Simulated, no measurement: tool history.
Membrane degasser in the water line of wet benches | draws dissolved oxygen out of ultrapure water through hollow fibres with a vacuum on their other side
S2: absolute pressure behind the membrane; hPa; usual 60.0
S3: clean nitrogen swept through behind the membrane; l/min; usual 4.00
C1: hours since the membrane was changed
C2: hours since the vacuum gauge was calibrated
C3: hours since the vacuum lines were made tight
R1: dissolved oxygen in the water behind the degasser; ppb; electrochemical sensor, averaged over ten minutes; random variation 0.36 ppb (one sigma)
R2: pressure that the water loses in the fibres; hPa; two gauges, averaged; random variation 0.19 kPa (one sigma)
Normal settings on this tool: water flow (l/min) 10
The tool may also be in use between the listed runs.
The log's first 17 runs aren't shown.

run 18 day=55.879 | water_flow_(l/min)=10 S2=82.1 S3=4.00 | C1=4914 C2=4310 C3=9972 | R1=40.2 R2=386.5
run 19 day=59.375 | water_flow_(l/min)=10 S2=82.1 S3=4.00 | C1=4998 C2=4394 C3=10056 | R1=39.3 R2=389.0
run 20 day=62.017 | water_flow_(l/min)=10 S2=139.9 S3=4.00 | C1=5061 C2=4457 C3=10119 | R1=80.1 R2=388.1
run 21 day=65.917 | water_flow_(l/min)=12 S2=60.0 S3=4.00 | C1=5155 C2=4551 C3=10212 | R1=35.6 R2=466.4
run 22 day=68.379 | water_flow_(l/min)=12 S2=60.0 S3=4.00 | C1=5214 C2=4610 C3=10272 | R1=37.4 R2=468.9
run 23 day=71.417 | water_flow_(l/min)=7 S2=60.0 S3=6.17 | C1=5287 C2=4683 C3=10344 | R1=10.3 R2=269.1
run 24 day=76.012 | water_flow_(l/min)=15 S2=77.8 S3=3.95 | C1=5397 C2=4793 C3=10455 | R1=84.0 R2=583.9
run 25 day=81.050 | water_flow_(l/min)=15 S2=77.8 S3=3.95 | C1=5518 C2=4914 C3=10576 | R1=84.4 R2=586.5
run 26 day=84.908 | water_flow_(l/min)=12 S2=72.7 S3=3.95 | C1=5611 C2=5007 C3=10668 | R1=49.0 R2=472.0
run 27 day=87.683 | water_flow_(l/min)=15 S2=138.0 S3=3.55 | C1=5677 C2=5073 C3=10735 | R1=153.5 R2=583.9
run 28 day=90.842 | water_flow_(l/min)=15 S2=138.0 S3=3.55 | C1=5753 C2=5149 C3=10811 | R1=156.5 R2=585.1
run 29 day=93.042 | water_flow_(l/min)=8 S2=60.0 S3=3.73 | C1=5806 C2=5202 C3=10863 | R1=20.2 R2=314.4
run 30 day=96.900 | water_flow_(l/min)=11 S2=60.0 S3=4.00 | C1=5899 C2=5294 C3=10956 | R1=30.9 R2=431.6
-- day=100.938 seals of the vacuum lines changed
run 31 day=101.112 | water_flow_(l/min)=9 S2=60.0 S3=1.83 | C1=5998 C2=5393 C3=4 | R1=38.6 R2=353.9
run 32 day=104.183 | water_flow_(l/min)=9 S2=60.0 S3=1.83 | C1=6071 C2=5467 C3=78 | R1=40.2 R2=353.6

Each row is a separate what-if for the run after 32, all from the same tool condition, not one after another. Results?
run A day=107.500 | water_flow_(l/min)=10 S2=56.6 S3=4.00 | C1=6151 C2=5547 C3=158 | R1=? R2=?
run B day=107.500 | water_flow_(l/min)=8 S2=94.4 S3=4.00 | C1=6151 C2=5547 C3=158 | R1=? R2=?
run C day=107.500 | water_flow_(l/min)=9 S2=149.1 S3=3.19 | C1=6151 C2=5547 C3=158 | R1=? R2=?
run D day=107.500 | water_flow_(l/min)=10 S2=48.8 S3=4.00 | C1=6151 C2=5547 C3=158 | R1=? R2=?

run=A R1=21.8 R2=388.9
run=B R1=34.5 R2=311.7
run=C R1=85.9 R2=350.9
run=D R1=17.1 R2=392.3
With the hidden condition removed and each run's random variation left untouched, the same runs would have given:
run=A R1=18.6 R2=374.7
run=B R1=32.5 R2=300.2
run=C R1=83.1 R2=337.9
run=D R1=13.9 R2=377.9

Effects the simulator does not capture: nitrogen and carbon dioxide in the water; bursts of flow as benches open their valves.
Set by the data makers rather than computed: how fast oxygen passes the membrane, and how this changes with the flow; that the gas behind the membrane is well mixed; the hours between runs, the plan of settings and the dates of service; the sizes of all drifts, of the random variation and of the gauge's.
